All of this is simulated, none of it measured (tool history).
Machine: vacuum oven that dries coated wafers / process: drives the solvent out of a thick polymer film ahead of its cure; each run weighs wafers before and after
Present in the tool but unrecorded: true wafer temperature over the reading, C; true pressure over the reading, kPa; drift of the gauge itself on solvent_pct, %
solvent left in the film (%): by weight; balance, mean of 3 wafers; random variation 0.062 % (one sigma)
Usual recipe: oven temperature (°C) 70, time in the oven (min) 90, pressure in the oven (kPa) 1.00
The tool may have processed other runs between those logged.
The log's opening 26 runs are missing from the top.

| run | hour | oven temperature (°C) | time in the oven (min) | pressure in the oven (kPa) | hours of work since the thermocouples were calibrated | hours of work since the vacuum gauge was cleaned of residue | solvent left in the film (%) |
|---|---|---|---|---|---|---|---|
| 27 | 257.1 | 85 | 69 | 0.57 | 33 | 363 | 0.73 |
| 28 | 265.4 | 66 | 113 | 0.57 | 39 | 369 | 3.26 |
| 29 | 271.7 | 66 | 113 | 0.57 | 44 | 374 | 3.25 |
| 30 | 280.8 | 59 | 73 | 1.02 | 51 | 380 | 8.28 |
| 31 | 286.6 | 69 | 78 | 2.33 | 55 | 385 | 6.64 |
| 32 | 298.1 | 69 | 78 | 2.33 | 64 | 393 | 6.62 |
| 33 | 312.0 | 68 | 90 | 2.00 | 74 | 403 | 6.04 |
| 34 | 319.8 | 60 | 76 | 0.67 | 80 | 409 | 7.01 |
| 35 | 331.6 | 57 | 149 | 0.67 | 88 | 418 | 5.50 |
| 36 | 344.8 | 64 | 106 | 0.67 | 98 | 428 | 4.35 |
| 37 | 356.5 | 65 | 90 | 0.88 | 107 | 436 | 4.88 |
| 38 | 369.9 | 65 | 90 | 0.88 | 117 | 446 | 5.06 |
| 39 | 377.5 | 59 | 76 | 1.94 | 122 | 452 | 10.03 |
| 40 | 386.1 | 64 | 90 | 1.00 | 129 | 458 | 5.60 |
| 41 | 393.1 | 64 | 90 | 1.00 | 134 | 463 | 5.63 |
| 42 | 398.8 | 72 | 46 | 0.70 | 138 | 468 | 5.12 |
| 43 | 409.7 | 64 | 49 | 2.68 | 146 | 476 | 10.42 |
| 44 | 419.5 | 83 | 87 | 0.78 | 153 | 483 | 0.95 |
| 45 | 427.0 | 83 | 87 | 0.86 | 159 | 488 | 1.06 |
| 46 | 435.8 | 84 | 90 | 0.53 | 165 | 495 | 0.72 |
| 47 | 441.9 | 84 | 90 | 1.20 | 170 | 500 | 1.41 |

Consider 4 possible next runs. They are alternatives, not a sequence: every one starts from the tool as it was left by run 47. What does each give?
| A | 454.4 | 63 | 61 | 1.51 | 179 | 509 | ? |
| B | 454.4 | 60 | 136 | 0.79 | 179 | 509 | ? |
| C | 454.4 | 63 | 90 | 1.20 | 179 | 509 | ? |
| D | 454.4 | 73 | 155 | 1.20 | 179 | 509 | ? |

| run | solvent left in the film (%) |
|---|---|
| A | 8.31 |
| B | 5.04 |
| C | 6.35 |
| D | 2.29 |
What these runs would have given with no unlogged condition in the tool:
| run | solvent left in the film (%) |
|---|---|
| A | 8.31 |
| B | 5.03 |
| C | 6.34 |
| D | 2.29 |
